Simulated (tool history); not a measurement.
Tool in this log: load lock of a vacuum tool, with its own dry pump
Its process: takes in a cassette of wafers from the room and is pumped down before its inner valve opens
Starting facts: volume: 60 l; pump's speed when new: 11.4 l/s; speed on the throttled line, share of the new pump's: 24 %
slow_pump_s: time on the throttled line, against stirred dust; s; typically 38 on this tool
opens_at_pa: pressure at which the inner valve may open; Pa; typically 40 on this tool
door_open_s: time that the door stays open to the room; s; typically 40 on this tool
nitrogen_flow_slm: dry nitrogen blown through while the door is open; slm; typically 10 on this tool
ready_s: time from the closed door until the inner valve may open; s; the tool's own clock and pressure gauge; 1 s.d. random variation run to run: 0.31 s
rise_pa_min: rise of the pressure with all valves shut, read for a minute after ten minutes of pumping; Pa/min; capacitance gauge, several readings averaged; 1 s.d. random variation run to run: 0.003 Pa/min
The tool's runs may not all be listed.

| run | day | slow_pump_s | opens_at_pa | door_open_s | nitrogen_flow_slm | incoming humidity of the room's air, % | ready_s | rise_pa_min |
|---|---|---|---|---|---|---|---|---|
| 1 | 0.000 | 38 | 40 | 40 | 10 | 42.5 | 70.5 | 0.131 |
| 2 | 16.879 | 38 | 40 | 40 | 10 | 40.3 | 70.6 | 0.136 |
| 3 | 27.308 | 38 | 40 | 40 | 10 | 44.8 | 70.7 | 0.142 |
| 4 | 38.183 | 38 | 40 | 40 | 10 | 46.4 | 70.8 | 0.142 |
| 5 | 56.192 | 38 | 38 | 40 | 10 | 43.6 | 71.4 | 0.155 |
| 6 | 68.912 | 38 | 40 | 41 | 10 | 45.4 | 71.4 | 0.150 |
| 7 | 85.833 | 38 | 40 | 40 | 10 | 41.0 | 71.2 | 0.157 |
| 8 | 98.612 | 38 | 40 | 40 | 10 | 45.3 | 71.0 | 0.164 |
| 9 | 106.308 | 38 | 40 | 40 | 10 | 43.3 | 71.1 | 0.168 |
| 10 | 124.012 | 38 | 40 | 40 | 10 | 45.8 | 72.0 | 0.173 |
| 11 | 141.046 | 38 | 40 | 223 | 10 | 42.9 | 71.7 | 0.198 |
| 12 | 153.608 | 38 | 60 | 223 | 10 | 43.1 | 69.6 | 0.206 |
| 13 | 160.992 | 38 | 60 | 223 | 19 | 42.7 | 69.4 | 0.201 |
| 14 | 172.412 | 38 | 40 | 178 | 28 | 46.4 | 72.0 | 0.198 |
| 15 | 187.562 | 51 | 72 | 178 | 27 | 41.9 | 78.3 | 0.198 |
| 16 | 205.179 | 51 | 43 | 196 | 27 | 46.1 | 81.2 | 0.206 |
| 17 | 222.875 | 56 | 40 | 196 | 20 | 44.8 | 85.4 | 0.214 |
| 18 | 236.567 | 39 | 30 | 196 | 44 | 47.0 | 74.0 | 0.211 |
| 19 | 249.325 | 39 | 30 | 196 | 44 | 43.0 | 74.4 | 0.221 |
| 20 | 264.021 | 23 | 61 | 121 | 5 | 47.4 | 58.8 | 0.240 |

Here are 4 independent what-if runs from the current tool condition. What would each one return?
| A | 276.229 | 21 | 40 | 231 | 10 | 43.2 | ? | ? |
| B | 276.229 | 23 | 61 | 57 | 5 | 45.4 | ? | ? |
| C | 276.229 | 52 | 40 | 40 | 10 | 46.5 | ? | ? |
| D | 276.229 | 23 | 61 | 105 | 5 | 43.2 | ? | ? |

| run | ready_s | rise_pa_min |
|---|---|---|
| A | 59.8 | 0.251 |
| B | 58.6 | 0.235 |
| C | 82.1 | 0.224 |
| D | 58.3 | 0.246 |
Without the tool's hidden state the same runs would have given:
| run | ready_s | rise_pa_min |
|---|---|---|
| A | 57.6 | 0.040 |
| B | 56.6 | 0.022 |
| C | 80.4 | 0.013 |
| D | 56.3 | 0.036 |
